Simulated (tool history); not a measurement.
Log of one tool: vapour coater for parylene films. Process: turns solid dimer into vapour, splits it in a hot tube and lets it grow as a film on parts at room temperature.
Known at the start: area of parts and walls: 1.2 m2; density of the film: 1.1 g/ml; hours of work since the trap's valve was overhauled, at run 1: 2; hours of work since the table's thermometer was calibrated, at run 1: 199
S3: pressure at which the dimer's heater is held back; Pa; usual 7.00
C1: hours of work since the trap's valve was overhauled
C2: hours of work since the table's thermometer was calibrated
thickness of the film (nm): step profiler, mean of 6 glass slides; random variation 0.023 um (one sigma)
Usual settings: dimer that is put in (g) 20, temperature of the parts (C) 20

{"run": 1, "hour": 0.0, "dimer that is put in (g)": 20, "temperature of the parts (C)": 20, "S3": 7.0, "C1": 2, "C2": 199, "thickness of the film (nm)": 7950}
{"run": 2, "hour": 13.4, "dimer that is put in (g)": 20, "temperature of the parts (C)": 20, "S3": 5.53, "C1": 8, "C2": 205, "thickness of the film (nm)": 8150}
{"run": 3, "hour": 21.9, "dimer that is put in (g)": 20, "temperature of the parts (C)": 21, "S3": 7.0, "C1": 12, "C2": 209, "thickness of the film (nm)": 7730}
{"run": 4, "hour": 34.6, "dimer that is put in (g)": 20, "temperature of the parts (C)": 20, "S3": 7.61, "C1": 19, "C2": 216, "thickness of the film (nm)": 7800}
{"run": 5, "hour": 51.1, "dimer that is put in (g)": 20, "temperature of the parts (C)": 20, "S3": 7.61, "C1": 26, "C2": 224, "thickness of the film (nm)": 7840}
{"run": 6, "hour": 70.8, "dimer that is put in (g)": 20, "temperature of the parts (C)": 20, "S3": 7.61, "C1": 36, "C2": 233, "thickness of the film (nm)": 7820}
{"run": 7, "hour": 89.5, "dimer that is put in (g)": 20, "temperature of the parts (C)": 20, "S3": 7.0, "C1": 45, "C2": 242, "thickness of the film (nm)": 7940}
{"run": 8, "hour": 103.2, "dimer that is put in (g)": 20, "temperature of the parts (C)": 20, "S3": 7.0, "C1": 52, "C2": 249, "thickness of the film (nm)": 7870}
{"run": 9, "hour": 113.8, "dimer that is put in (g)": 20, "temperature of the parts (C)": 20, "S3": 4.23, "C1": 57, "C2": 254, "thickness of the film (nm)": 8400}
{"run": 10, "hour": 128.6, "dimer that is put in (g)": 20, "temperature of the parts (C)": 20, "S3": 4.23, "C1": 64, "C2": 261, "thickness of the film (nm)": 8360}
{"run": 11, "hour": 143.0, "dimer that is put in (g)": 20, "temperature of the parts (C)": 20, "S3": 4.23, "C1": 71, "C2": 268, "thickness of the film (nm)": 8340}
{"run": 12, "hour": 156.6, "dimer that is put in (g)": 20, "temperature of the parts (C)": 20, "S3": 4.23, "C1": 77, "C2": 274, "thickness of the film (nm)": 8400}
{"run": 13, "hour": 164.6, "dimer that is put in (g)": 20, "temperature of the parts (C)": 19, "S3": 4.23, "C1": 81, "C2": 278, "thickness of the film (nm)": 8560}
{"run": 14, "hour": 184.1, "dimer that is put in (g)": 20, "temperature of the parts (C)": 29, "S3": 4.23, "C1": 91, "C2": 288, "thickness of the film (nm)": 6540}
{"run": 15, "hour": 194.8, "dimer that is put in (g)": 34, "temperature of the parts (C)": 15, "S3": 2.58, "C1": 96, "C2": 293, "thickness of the film (nm)": 17220}
{"run": 16, "hour": 210.7, "dimer that is put in (g)": 9, "temperature of the parts (C)": 18, "S3": 7.0, "C1": 103, "C2": 300, "thickness of the film (nm)": 3720}
{"run": 17, "hour": 226.8, "dimer that is put in (g)": 13, "temperature of the parts (C)": 16, "S3": 10.83, "C1": 111, "C2": 308, "thickness of the film (nm)": 5400}
{"run": 18, "hour": 244.9, "dimer that is put in (g)": 15, "temperature of the parts (C)": 20, "S3": 2.73, "C1": 120, "C2": 317, "thickness of the film (nm)": 6530}
{"run": 19, "hour": 261.6, "dimer that is put in (g)": 20, "temperature of the parts (C)": 20, "S3": 2.05, "C1": 128, "C2": 325, "thickness of the film (nm)": 9020}
{"run": 20, "hour": 276.4, "dimer that is put in (g)": 20, "temperature of the parts (C)": 20, "S3": 5.26, "C1": 135, "C2": 332, "thickness of the film (nm)": 8100}
{"run": 21, "hour": 295.9, "dimer that is put in (g)": 14, "temperature of the parts (C)": 20, "S3": 5.26, "C1": 144, "C2": 341, "thickness of the film (nm)": 5620}
{"run": 22, "hour": 304.1, "dimer that is put in (g)": 14, "temperature of the parts (C)": 20, "S3": 5.26, "C1": 148, "C2": 345, "thickness of the film (nm)": 5670}
{"run": 23, "hour": 318.6, "dimer that is put in (g)": 25, "temperature of the parts (C)": 20, "S3": 7.0, "C1": 155, "C2": 352, "thickness of the film (nm)": 9740}
{"run": 24, "hour": 333.9, "dimer that is put in (g)": 25, "temperature of the parts (C)": 20, "S3": 7.0, "C1": 163, "C2": 360, "thickness of the film (nm)": 9720}
{"run": 25, "hour": 353.0, "dimer that is put in (g)": 20, "temperature of the parts (C)": 20, "S3": 2.42, "C1": 172, "C2": 369, "thickness of the film (nm)": 8760}
{"run": 26, "hour": 363.4, "dimer that is put in (g)": 20, "temperature of the parts (C)": 20, "S3": 2.42, "C1": 177, "C2": 374, "thickness of the film (nm)": 8760}
{"run": 27, "hour": 377.4, "dimer that is put in (g)": 15, "temperature of the parts (C)": 32, "S3": 4.76, "C1": 184, "C2": 381, "thickness of the film (nm)": 4390}
{"run": 28, "hour": 394.9, "dimer that is put in (g)": 15, "temperature of the parts (C)": 32, "S3": 4.76, "C1": 192, "C2": 389, "thickness of the film (nm)": 4380}

Measured less the same run without the tool's hidden state. The same run-to-run variation is in both; the gauge's scatter may not be:
The hidden state here: vapour lost through the trap's worn valve, %; true temperature of the parts over the reading, C; drift of the gauge itself on film_um, %.
run=1 thickness_of_the_film_(nm)=-60
run=2 thickness_of_the_film_(nm)=-60
run=3 thickness_of_the_film_(nm)=-70
run=4 thickness_of_the_film_(nm)=-70
run=5 thickness_of_the_film_(nm)=-90
run=6 thickness_of_the_film_(nm)=-100
run=7 thickness_of_the_film_(nm)=-110
run=8 thickness_of_the_film_(nm)=-120
run=9 thickness_of_the_film_(nm)=-130
run=10 thickness_of_the_film_(nm)=-150
run=11 thickness_of_the_film_(nm)=-150
run=12 thickness_of_the_film_(nm)=-150
run=13 thickness_of_the_film_(nm)=-160
run=14 thickness_of_the_film_(nm)=-140
run=15 thickness_of_the_film_(nm)=-370
run=16 thickness_of_the_film_(nm)=-80
run=17 thickness_of_the_film_(nm)=-130
run=18 thickness_of_the_film_(nm)=-170
run=19 thickness_of_the_film_(nm)=-250
run=20 thickness_of_the_film_(nm)=-230
run=21 thickness_of_the_film_(nm)=-170
run=22 thickness_of_the_film_(nm)=-170
run=23 thickness_of_the_film_(nm)=-300
run=24 thickness_of_the_film_(nm)=-320
run=25 thickness_of_the_film_(nm)=-300
run=26 thickness_of_the_film_(nm)=-310
run=27 thickness_of_the_film_(nm)=-160
run=28 thickness_of_the_film_(nm)=-160
